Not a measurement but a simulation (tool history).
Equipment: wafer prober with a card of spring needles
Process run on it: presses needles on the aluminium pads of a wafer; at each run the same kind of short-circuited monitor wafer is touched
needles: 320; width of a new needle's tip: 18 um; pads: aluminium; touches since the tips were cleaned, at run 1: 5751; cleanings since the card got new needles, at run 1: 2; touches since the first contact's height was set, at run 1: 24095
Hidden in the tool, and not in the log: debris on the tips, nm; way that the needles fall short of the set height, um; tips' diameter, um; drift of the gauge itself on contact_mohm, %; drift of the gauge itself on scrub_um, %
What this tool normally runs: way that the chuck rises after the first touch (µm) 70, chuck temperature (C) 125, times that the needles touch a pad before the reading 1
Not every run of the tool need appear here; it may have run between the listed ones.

run,hour,way that the chuck rises after the first touch (µm),chuck temperature (C),times that the needles touch a pad before the reading,touches since the tips were cleaned,cleanings since the card got new needles,touches since the first contact's height was set,resistance of one needle with its contact and lead (mohm),way that a needle slides on the pad (µm)
1,0,70,125,1,5751,2,24095,304,11.16
# hour 11: tips cleaned on abrasive film
2,23.1,70,125,1,2613,3,29090,301,11.169
# hour 47.2: tips cleaned on abrasive film
3,59.3,62,125,1,2619,4,36947,309,9.903
4,77.4,65,125,1,6557,4,40885,304,10.383
# hour 86.1: tips cleaned on abrasive film
5,94.7,65,125,1,1864,5,44629,303,10.392
# hour 122.1: tips cleaned on abrasive film
6,129.5,61,125,1,1596,6,52179,305,9.756
# hour 158.9: tips cleaned on abrasive film
7,159.3,61,125,1,79,7,58636,305,9.762
8,175.3,61,125,1,3569,7,62126,307,9.764
# hour 195.2: tips cleaned on abrasive film
9,208.7,70,125,1,2941,8,69374,297,11.216
10,224.1,70,125,1,6293,8,72726,298,11.225
# hour 231.4: tips cleaned on abrasive film
11,246,70,125,1,3169,9,77466,302,11.231
# hour 258.8: height of the first contact set anew
# hour 269.9: tips cleaned on abrasive film
12,276.6,70,125,1,1461,10,3843,299,11.236
13,296.9,70,125,1,5881,10,8263,298,11.245
# hour 307: tips cleaned on abrasive film
14,320.3,64,125,1,2906,11,13339,301,10.291
# hour 343.2: tips cleaned on abrasive film
15,350.7,79,125,1,1625,12,19924,296,12.71
16,370.4,79,65,1,5918,12,24217,284,12.718
# hour 381.3: tips cleaned on abrasive film
17,398.5,79,65,1,3755,13,30309,283,12.725

Run 18 has not been measured yet. What should we expect?
# hour 417.3: tips cleaned on abrasive film
18,424.3,79,41,1,1519,14,35894,?,?

resistance of one needle with its contact and lead (mohm): 270
way that a needle slides on the pad (µm): 12.734
Take away the tool's hidden state, keep the run-to-run variation as it was, and the same run would have given resistance of one needle with its contact and lead (mohm) 270, way that a needle slides on the pad (µm) 12.592.
